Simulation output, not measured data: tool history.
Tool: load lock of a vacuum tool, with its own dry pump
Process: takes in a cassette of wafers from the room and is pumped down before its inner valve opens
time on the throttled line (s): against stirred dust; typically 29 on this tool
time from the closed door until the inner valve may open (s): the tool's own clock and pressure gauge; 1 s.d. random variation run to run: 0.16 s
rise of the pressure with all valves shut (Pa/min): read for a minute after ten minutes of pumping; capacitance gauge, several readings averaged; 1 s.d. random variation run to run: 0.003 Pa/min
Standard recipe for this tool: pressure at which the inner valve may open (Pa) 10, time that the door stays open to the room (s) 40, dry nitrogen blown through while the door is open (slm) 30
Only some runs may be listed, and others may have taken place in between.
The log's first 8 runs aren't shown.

run,hour,time on the throttled line (s),pressure at which the inner valve may open (Pa),time that the door stays open to the room (s),dry nitrogen blown through while the door is open (slm),"incoming humidity of the room's air, %",time from the closed door until the inner valve may open (s),rise of the pressure with all valves shut (Pa/min)
9,2136.4,29,10,40,30,44.9,45.6,0.121
10,2421.1,29,10,40,30,43.3,45.2,0.124
11,2700.8,29,10,40,30,45.5,45.5,0.127
12,2963,29,10,40,30,45.9,45.2,0.136
13,3314.4,29,10,40,30,46.4,45.7,0.144
14,3466.9,29,10,40,30,46.3,45.3,0.141
15,3763.5,29,10,40,30,47.6,45.6,0.143
16,3909.7,29,10,40,30,42.4,45.7,0.145
17,4268.2,29,10,40,30,45.9,45.8,0.169
18,4542.2,29,10,40,30,45.9,45.9,0.163
19,4761.5,29,11,40,30,47.2,45.6,0.163
20,5082.7,49,18,29,4,41.5,61.9,0.186
21,5288.4,49,18,29,4,44.1,61.9,0.195
22,5463.1,49,18,29,4,42.2,62.3,0.201
23,5699.7,49,18,29,4,47.7,62.3,0.208

Forecast run 24:
24,5953.2,49,18,76,36,48.5,?,?

{"run 24": {"time from the closed door until the inner valve may open (s)": 62.3, "rise of the pressure with all valves shut (Pa/min)": 0.196}}
With no hidden state in the tool, this same run would have given time from the closed door until the inner valve may open (s) 60.9, rise of the pressure with all valves shut (Pa/min) 0.035.

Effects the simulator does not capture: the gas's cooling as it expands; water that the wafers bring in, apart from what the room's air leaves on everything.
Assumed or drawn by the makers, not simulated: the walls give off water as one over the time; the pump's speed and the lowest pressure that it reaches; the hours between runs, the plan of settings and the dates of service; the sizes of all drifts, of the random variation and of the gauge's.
